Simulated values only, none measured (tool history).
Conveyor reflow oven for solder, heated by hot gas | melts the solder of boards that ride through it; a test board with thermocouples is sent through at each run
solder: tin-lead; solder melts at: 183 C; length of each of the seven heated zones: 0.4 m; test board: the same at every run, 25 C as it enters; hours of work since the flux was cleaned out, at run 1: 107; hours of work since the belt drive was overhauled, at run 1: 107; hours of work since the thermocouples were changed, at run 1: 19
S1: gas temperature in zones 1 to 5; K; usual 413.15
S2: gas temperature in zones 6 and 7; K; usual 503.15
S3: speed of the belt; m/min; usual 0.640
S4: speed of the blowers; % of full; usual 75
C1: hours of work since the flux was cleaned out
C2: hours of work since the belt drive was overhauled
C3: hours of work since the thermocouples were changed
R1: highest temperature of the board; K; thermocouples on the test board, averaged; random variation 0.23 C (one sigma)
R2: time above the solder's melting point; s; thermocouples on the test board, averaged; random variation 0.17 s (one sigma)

run   hour      S1      S2     S3  S4   C1   C2   C3      R1    R2
  1    0.0  413.15  503.15  0.640  75  107  107   19  488.65  55.9
  2   44.2  413.15  503.15  0.640  75  131  131   43  488.55  56.1
  3   93.6  413.15  503.15  0.643  75  159  159   71  488.65  55.5
  4  137.6  427.15  503.15  0.640  75  184  184   96  490.75  63.1
  5  198.2  410.15  503.15  0.640  75  218  218  130  487.95  54.2
     216.8  -- flux residue cleaned out of gas plates and filters
  6  247.6  413.15  503.15  0.640  75   17  243  155  487.95  55.4
  7  284.0  413.15  503.15  0.640  75   38  263  175  487.45  55.4
  8  347.0  413.15  503.15  0.640  75   73  299  211  487.95  54.8
     392.9  -- flux residue cleaned out of gas plates and filters, once more
  9  398.0  402.15  503.15  0.640  75    3  325  237  487.35  51.3
 10  451.7  413.15  503.15  0.701  75   33  355  267  486.15  49.1
 11  504.7  413.15  503.15  0.701  75   63  385  297  486.35  49.2
 12  536.1  413.15  503.15  0.701  75   80  402  314  486.35  48.9
 13  591.0  421.15  511.15  0.627  77  111  433  345  498.05  66.8

The next listed run, before its measurement:
 14  650.1  413.15  497.15  0.670  66  145  466  378   ?   ?

R1: 480.95 K
R2: 46.3 s
Without the tool's hidden state the same run would have given R1 481.45 K, R2 46.5 s.
